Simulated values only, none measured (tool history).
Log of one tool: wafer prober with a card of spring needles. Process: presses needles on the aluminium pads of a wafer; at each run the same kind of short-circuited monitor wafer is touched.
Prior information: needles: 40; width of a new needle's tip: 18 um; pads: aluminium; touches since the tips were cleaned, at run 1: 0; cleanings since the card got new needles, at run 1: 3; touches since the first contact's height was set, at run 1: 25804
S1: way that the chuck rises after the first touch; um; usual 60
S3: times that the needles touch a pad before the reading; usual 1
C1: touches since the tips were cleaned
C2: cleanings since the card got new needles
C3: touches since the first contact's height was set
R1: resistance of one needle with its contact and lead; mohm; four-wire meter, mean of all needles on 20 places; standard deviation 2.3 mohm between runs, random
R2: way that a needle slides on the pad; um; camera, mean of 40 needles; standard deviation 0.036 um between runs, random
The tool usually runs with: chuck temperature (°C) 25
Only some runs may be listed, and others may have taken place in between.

{"run": 1, "hour": 0.0, "S1": 60, "chuck temperature (°C)": 25, "S3": 1, "C1": 0, "C2": 3, "C3": 25804, "R1": 268, "R2": 14.85}
{"run": 2, "hour": 9.6, "S1": 60, "chuck temperature (°C)": 25, "S3": 1, "C1": 5787, "C2": 3, "C3": 31591, "R1": 311, "R2": 14.88}
{"hour": 12.6, "done": "tips cleaned on abrasive film"}
{"run": 3, "hour": 15.2, "S1": 60, "chuck temperature (°C)": 25, "S3": 1, "C1": 1587, "C2": 4, "C3": 34922, "R1": 285, "R2": 14.82}
{"run": 4, "hour": 23.0, "S1": 60, "chuck temperature (°C)": 25, "S3": 1, "C1": 6318, "C2": 4, "C3": 39653, "R1": 318, "R2": 14.87}
{"hour": 24.9, "done": "tips cleaned on abrasive film"}
{"run": 5, "hour": 35.6, "S1": 60, "chuck temperature (°C)": 25, "S3": 1, "C1": 6459, "C2": 5, "C3": 47218, "R1": 320, "R2": 14.77}
{"hour": 37.3, "done": "tips cleaned on abrasive film"}
{"run": 6, "hour": 45.6, "S1": 60, "chuck temperature (°C)": 25, "S3": 1, "C1": 5021, "C2": 6, "C3": 53219, "R1": 314, "R2": 14.71}
{"hour": 49.7, "done": "tips cleaned on abrasive film"}
{"run": 7, "hour": 51.1, "S1": 60, "chuck temperature (°C)": 25, "S3": 1, "C1": 857, "C2": 7, "C3": 56477, "R1": 278, "R2": 14.73}
{"hour": 62.0, "done": "tips cleaned on abrasive film"}
{"run": 8, "hour": 63.7, "S1": 60, "chuck temperature (°C)": 121, "S3": 1, "C1": 988, "C2": 8, "C3": 63993, "R1": 297, "R2": 14.77}
{"run": 9, "hour": 71.6, "S1": 60, "chuck temperature (°C)": 121, "S3": 1, "C1": 5782, "C2": 8, "C3": 68787, "R1": 330, "R2": 14.68}
{"hour": 74.8, "done": "tips cleaned on abrasive film"}
{"run": 10, "hour": 79.0, "S1": 60, "chuck temperature (°C)": 121, "S3": 1, "C1": 2508, "C2": 9, "C3": 73197, "R1": 320, "R2": 14.66}
{"run": 11, "hour": 85.2, "S1": 43, "chuck temperature (°C)": 56, "S3": 1, "C1": 6271, "C2": 9, "C3": 76960, "R1": 378, "R2": 10.42}
{"hour": 87.1, "done": "tips cleaned on abrasive film"}
{"run": 12, "hour": 92.6, "S1": 41, "chuck temperature (°C)": 26, "S3": 1, "C1": 3313, "C2": 10, "C3": 81344, "R1": 348, "R2": 9.92}
{"hour": 99.9, "done": "tips cleaned on abrasive film"}
{"run": 13, "hour": 101.1, "S1": 60, "chuck temperature (°C)": 68, "S3": 1, "C1": 682, "C2": 11, "C3": 86429, "R1": 286, "R2": 14.58}
{"run": 14, "hour": 109.4, "S1": 60, "chuck temperature (°C)": 68, "S3": 1, "C1": 5719, "C2": 11, "C3": 91466, "R1": 320, "R2": 14.57}
{"hour": 112.5, "done": "tips cleaned on abrasive film"}
{"run": 15, "hour": 118.9, "S1": 60, "chuck temperature (°C)": 124, "S3": 1, "C1": 3893, "C2": 12, "C3": 97172, "R1": 329, "R2": 14.59}
{"hour": 124.9, "done": "tips cleaned on abrasive film"}
{"run": 16, "hour": 131.9, "S1": 49, "chuck temperature (°C)": 50, "S3": 3, "C1": 4265, "C2": 13, "C3": 104959, "R1": 294, "R2": 11.85}
{"hour": 137.0, "done": "tips cleaned on abrasive film"}
{"run": 17, "hour": 141.4, "S1": 69, "chuck temperature (°C)": 122, "S3": 2, "C1": 2673, "C2": 14, "C3": 110650, "R1": 297, "R2": 16.74}

3 ways to go on from here, each from the tool as it stands after run 17. What would each give?
{"run": "A", "hour": 148.1, "S1": 55, "chuck temperature (°C)": 43, "S3": 2, "C1": 6680, "C2": 14, "C3": 114657, "R1": "?", "R2": "?"}
{"run": "B", "hour": 148.1, "S1": 64, "chuck temperature (°C)": 92, "S3": 1, "C1": 6680, "C2": 14, "C3": 114657, "R1": "?", "R2": "?"}
{"run": "C", "hour": 148.1, "S1": 69, "chuck temperature (°C)": 38, "S3": 2, "C1": 6680, "C2": 14, "C3": 114657, "R1": "?", "R2": "?"}

run=A R1=311 R2=13.35
run=B R1=325 R2=15.53
run=C R1=294 R2=16.72
With the hidden condition removed and each run's random variation left untouched, the same runs would have given:
run=A R1=269 R2=13.77
run=B R1=277 R2=15.96
run=C R1=266 R2=17.15
